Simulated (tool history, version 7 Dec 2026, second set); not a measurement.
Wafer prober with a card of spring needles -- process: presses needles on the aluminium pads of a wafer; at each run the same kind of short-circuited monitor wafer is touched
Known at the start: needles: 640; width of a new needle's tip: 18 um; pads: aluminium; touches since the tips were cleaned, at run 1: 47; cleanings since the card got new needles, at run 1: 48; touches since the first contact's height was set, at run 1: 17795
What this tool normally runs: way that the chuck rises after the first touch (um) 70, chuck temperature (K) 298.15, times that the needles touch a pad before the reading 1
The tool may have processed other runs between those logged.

run   hour  way that the chuck rises after the first touch (um)  chuck temperature (K)  times that the needles touch a pad before the reading  touches since the tips were cleaned  cleanings since the card got new needles  touches since the first contact's height was set  resistance of one needle with its contact and lead (mohm)  way that a needle slides on the pad (um)
  1      0                                                   70                 298.15                                                      1                                   47                                        48                                             17795                                                        232                                      18.9
  2    5.2                                                   70                 298.15                                                      1                                 2351                                        48                                             20099                                                        237                                     18.91
       6.5  -- tips cleaned on abrasive film
      13.2  -- tips cleaned on abrasive film
  3   13.2                                                   70                 361.15                                                      1                                    0                                        50                                             23512                                                        248                                     18.93
      19.8  -- tips cleaned on abrasive film
  4   21.6                                                   70                 361.15                                                      1                                  808                                        51                                             27188                                                        249                                     18.96
      26.5  -- tips cleaned on abrasive film
  5   27.9                                                   70                 298.15                                                      1                                  634                                        52                                             29933                                                        238                                     18.95
      33.7  -- tips cleaned on abrasive film
  6   37.3                                                   70                 298.15                                                      1                                 1589                                        53                                             34014                                                        232                                     18.96
      40.3  -- tips cleaned on abrasive film
        47  -- tips cleaned on abrasive film
  7     50                                                   70                 298.15                                                      1                                 1338                                        55                                             39521                                                        235                                     18.93
      54.3  -- tips cleaned on abrasive film
  8   57.6                                                   85                 298.15                                                      1                                 1492                                        56                                             42847                                                        231                                     23.09
      60.9  -- tips cleaned on abrasive film
  9   65.1                                                   85                 298.15                                                      1                                 1823                                        57                                             46084                                                        231                                     23.04
      67.8  -- tips cleaned on abrasive film
 10   70.5                                                   60                 298.15                                                      1                                 1193                                        58                                             48438                                                        233                                     16.31
      74.6  -- tips cleaned on abrasive film
      81.8  -- tips cleaned on abrasive film
 11   81.8                                                   70                 298.15                                                      1                                    0                                        60                                             53307                                                        233                                     18.99
      89.1  -- tips cleaned on abrasive film
 12   92.9                                                   70                 298.15                                                      1                                 1675                                        61                                             58180                                                        231                                        19
      95.9  -- tips cleaned on abrasive film
     102.5  -- tips cleaned on abrasive film
 13  103.2                                                   70                 353.15                                                      1                                  307                                        63                                             62615                                                        247                                     19.02
     109.5  -- tips cleaned on abrasive film
 14  115.5                                                   77                 298.15                                                      1                                 2617                                        64                                             67973                                                        229                                     20.92
     116.7  -- tips cleaned on abrasive film
     123.6  -- tips cleaned on abrasive film
 15  123.6                                                   77                 298.15                                                      1                                    0                                        66                                             71470                                                        233                                     20.91
     130.5  -- tips cleaned on abrasive film
 16  134.1                                                   77                 298.15                                                      2                                 1611                                        67                                             76070                                                        232                                     20.98
       137  -- tips cleaned on abrasive film
 17  142.1                                                   62                 368.15                                                      2                                 2230                                        68                                             79532                                                        257                                     16.89
     144.5  -- tips cleaned on abrasive film
     151.3  -- tips cleaned on abrasive film
 18  151.6                                                   80                 308.15                                                      3                                  137                                        70                                             83653                                                        236                                     21.78
     158.1  -- tips cleaned on abrasive film
 19  162.7                                                   86                 374.15                                                      1                                 2018                                        71                                             88493                                                        246                                     23.48
     165.7  -- tips cleaned on abrasive film
 20  171.4                                                   86                 374.15                                                      1                                 2515                                        72                                             92284                                                        250                                     23.53
     173.1  -- tips cleaned on abrasive film
     179.7  -- tips cleaned on abrasive film
 21  179.7                                                   70                 323.15                                                      2                                    0                                        74                                             95842                                                        237                                     19.08
     186.7  -- tips cleaned on abrasive film
 22  192.4                                                   67                 324.15                                                      1                                 2502                                        75                                            101397                                                        241                                      18.3
     193.9  -- tips cleaned on abrasive film
 23  198.5                                                   70                 320.15                                                      1                                 2005                                        76                                            104029                                                        232                                     19.16
     201.2  -- tips cleaned on abrasive film
     202.3  -- gauge calibrated
 24  203.8                                                   69                 359.15                                                      2                                 1134                                        77                                            106335                                                        247                                     18.68
     208.4  -- tips cleaned on abrasive film
 25  212.7                                                   62                 318.15                                                      2                                 1877                                        78                                            110196                                                        240                                     16.76
     215.7  -- tips cleaned on abrasive film
 26  219.6                                                   56                 314.15                                                      1                                 1731                                        79                                            113213                                                        246                                     15.15
     222.3  -- tips cleaned on abrasive film
 27  226.2                                                   56                 314.15                                                      1                                 1727                                        80                                            116071                                                        240                                     15.21
     229.6  -- tips cleaned on abrasive film
     236.4  -- tips cleaned on abrasive film
 28  236.4                                                   77                 396.15                                                      1                                    0                                        82                                            120471                                                        257                                     20.86
     243.6  -- tips cleaned on abrasive film
 29  247.4                                                   62                 298.15                                                      1                                 1676                                        83                                            125293                                                        236                                     16.76
     250.2  -- tips cleaned on abrasive film
     256.8  -- tips cleaned on abrasive film
 30  256.9                                                   62                 298.15                                                      1                                   28                                        85                                            129367                                                        233                                     16.78
     263.8  -- tips cleaned on abrasive film
 31  265.5                                                   81                 318.15                                                      1                                  738                                        86                                            133115                                                        234                                     21.92
     271.4  -- tips cleaned on abrasive film
 32  277.7                                                   87                 349.15                                                      1                                 2800                                        87                                            138488                                                        242                                     23.58

Below, some changes in way that a needle slides on the pad (um) between adjacent runs. For each, the amount present without the hidden state too (settings, incoming material, random variation) and the amount remaining for the hidden state with gauge scatter not shared by both compared results:
Hidden conditions of the tool in this case: debris on the tips, nm; way that the needles fall short of the set height, um; tips' diameter, um; drift of the gauge itself on contact_mohm, %; drift of the gauge itself on scrub_um, %.
Run 9 -> 10: way that the chuck rises after the first touch (um) 85 -> 60, tips cleaned on abrasive film. way that a needle slides on the pad (um) -6.73: hidden state -0.01, all else -6.72.
Run 17 -> 18: way that the chuck rises after the first touch (um) 62 -> 80, chuck temperature (K) 368.15 -> 308.15, times that the needles touch a pad before the reading 2 -> 3, tips cleaned on abrasive film, tips cleaned on abrasive film. way that a needle slides on the pad (um) +4.89: hidden state +0.05, all else +4.84.
Run 20 -> 21: way that the chuck rises after the first touch (um) 86 -> 70, chuck temperature (K) 374.15 -> 323.15, times that the needles touch a pad before the reading 1 -> 2, tips cleaned on abrasive film, tips cleaned on abrasive film. way that a needle slides on the pad (um) -4.45: hidden state -0.04, all else -4.41.
Run 23 -> 24: way that the chuck rises after the first touch (um) 70 -> 69, chuck temperature (K) 320.15 -> 359.15, times that the needles touch a pad before the reading 1 -> 2, tips cleaned on abrasive film, gauge calibrated. way that a needle slides on the pad (um) -0.48: hidden state -0.22, all else -0.26.
Run 27 -> 28: way that the chuck rises after the first touch (um) 56 -> 77, chuck temperature (K) 314.15 -> 396.15, tips cleaned on abrasive film, tips cleaned on abrasive film. way that a needle slides on the pad (um) +5.65: hidden state +0.01, all else +5.64.
Run 30 -> 31: way that the chuck rises after the first touch (um) 62 -> 81, chuck temperature (K) 298.15 -> 318.15, tips cleaned on abrasive film. way that a needle slides on the pad (um) +5.14: hidden state +0.02, all else +5.12.
